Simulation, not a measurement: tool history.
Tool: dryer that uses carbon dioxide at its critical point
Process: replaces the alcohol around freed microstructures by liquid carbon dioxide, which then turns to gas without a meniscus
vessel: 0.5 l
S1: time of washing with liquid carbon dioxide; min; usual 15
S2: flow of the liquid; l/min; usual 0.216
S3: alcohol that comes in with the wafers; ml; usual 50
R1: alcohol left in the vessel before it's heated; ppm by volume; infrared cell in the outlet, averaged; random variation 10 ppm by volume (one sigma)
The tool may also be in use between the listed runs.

run    hour  S1     S2   S3     R1
  1     0.0  15  0.216   50   1262
       18.5  -- inlet filter changed
  2    47.9  15  0.216   29    451
  3   104.2  15  0.216   35    632
  4   143.4  15  0.216   41    786
  5   195.8  15  0.216   41    921
  6   247.4  15  0.216   41   1055
      252.5  -- inlet filter changed
  7   290.7  15  0.216   41    621
  8   337.2  15  0.216   41    711
  9   385.9  15  0.216   41    840
 10   437.7  15  0.216   50   1137
 11   466.0  15  0.216   50   1248
      484.9  -- inlet filter changed
 12   493.3  15  0.216   50    711
 13   522.3  15  0.216   50    765
 14   559.2  15  0.216   50    863
 15   602.9  15  0.216   50    941
 16   644.1  15  0.216   50   1082
      669.7  -- purifier's bed changed
 17   688.7  15  0.216   50   1104
      721.5  -- inlet filter changed
 18   738.8  15  0.216   50    667
 19   784.5  15  0.361   26     31
 20   838.7  15  0.361   26     27
 21   868.7  12  0.216   50   2433
 22   897.2  12  0.216   50   2627
 23   925.7   9  0.140   25   8824
      952.7  -- inlet filter changed
 24   982.7  16  0.202   57    814
 25  1037.5  15  0.178   72   2733
 26  1076.2  17  0.216  118   1186
 27  1113.0  17  0.216  118   1338
 28  1158.3  11  0.151   50  10030
     1186.3  -- inlet filter changed
 29  1202.2  11  0.151   50   7548
 30  1230.2  11  0.147   56   9645
 31  1270.6  13  0.269   50    582
 32  1326.3  13  0.269   50    693
 33  1366.9  13  0.269   50    813
 34  1413.8  13  0.269   50    881
     1419.1  -- inlet filter changed
 35  1460.1  14  0.195  110   3418
 36  1518.1  21  0.216   73    243

3 ways to go on from here, each from the tool as it stands after run 36. What would each give?
  A  1576.8  21  0.143  73   ?
  B  1576.8  21  0.196  21   ?
  C  1576.8  23  0.216  50   ?

run    R1
  A  2113
  B   191
  C   156
Without the tool's hidden state the same runs would have given:
run    R1
  A  1305
  B    74
  C    48

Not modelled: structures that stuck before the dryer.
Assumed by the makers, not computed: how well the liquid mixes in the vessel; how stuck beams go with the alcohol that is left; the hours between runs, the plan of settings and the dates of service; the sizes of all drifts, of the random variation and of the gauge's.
